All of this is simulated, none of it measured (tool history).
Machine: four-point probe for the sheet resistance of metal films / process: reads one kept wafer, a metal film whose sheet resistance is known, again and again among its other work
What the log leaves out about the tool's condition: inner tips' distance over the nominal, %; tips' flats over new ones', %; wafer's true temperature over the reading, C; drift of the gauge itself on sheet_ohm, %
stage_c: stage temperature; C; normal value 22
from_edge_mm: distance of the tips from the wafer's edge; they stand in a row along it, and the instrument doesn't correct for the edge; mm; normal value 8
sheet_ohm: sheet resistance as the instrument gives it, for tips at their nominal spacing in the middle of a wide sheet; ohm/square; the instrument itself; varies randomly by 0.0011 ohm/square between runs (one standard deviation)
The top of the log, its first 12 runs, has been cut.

run	hour	stage_c	from_edge_mm	touches since the probe head was changed	hours of work since the stage's thermometer was calibrated	sheet_ohm
13	379.5	22	8	142364	882	5.515804
14	401.0	22	8	143516	895	5.516973
15	443.2	22	8	145783	922	5.516821
16	463.3	21	8	146865	934	5.517502
17	483.0	21	8	147925	946	5.515170
18	500.9	34	19	148887	957	5.491845
19	528.1	19	5	150349	974	5.547484
20	550.6	19	68	151558	988	5.502259
21	592.5	26	14	153810	1014	5.501119
22	616.4	24	70	155091	1029	5.495799
23	652.8	26	55	157047	1052	5.492888
24	684.3	26	23	158740	1071	5.495444
25	719.4	26	23	160631	1093	5.495183
26	760.2	22	67	162824	1118	5.497105
27	796.2	29	36	164757	1141	5.491268
28	827.0	26	22	166413	1160	5.495156
29	856.8	24	3	168013	1178	5.623456
30	877.8	24	74	169143	1191	5.493745
31	898.6	28	35	170257	1204	5.491668
32	927.6	26	29	171818	1222	5.492806
33	951.1	32	7	173081	1237	5.510607

Alternative continuations, all from the tool just after run 33; predict every row:
A	986.9	26	16	175006	1259	?
B	986.9	35	28	175006	1259	?
C	986.9	32	14	175006	1259	?

run	sheet_ohm
A	5.495703
B	5.482299
C	5.492195
With no hidden state in the tool, these same runs would have given:
run	sheet_ohm
A	5.548048
B	5.534574
C	5.544543
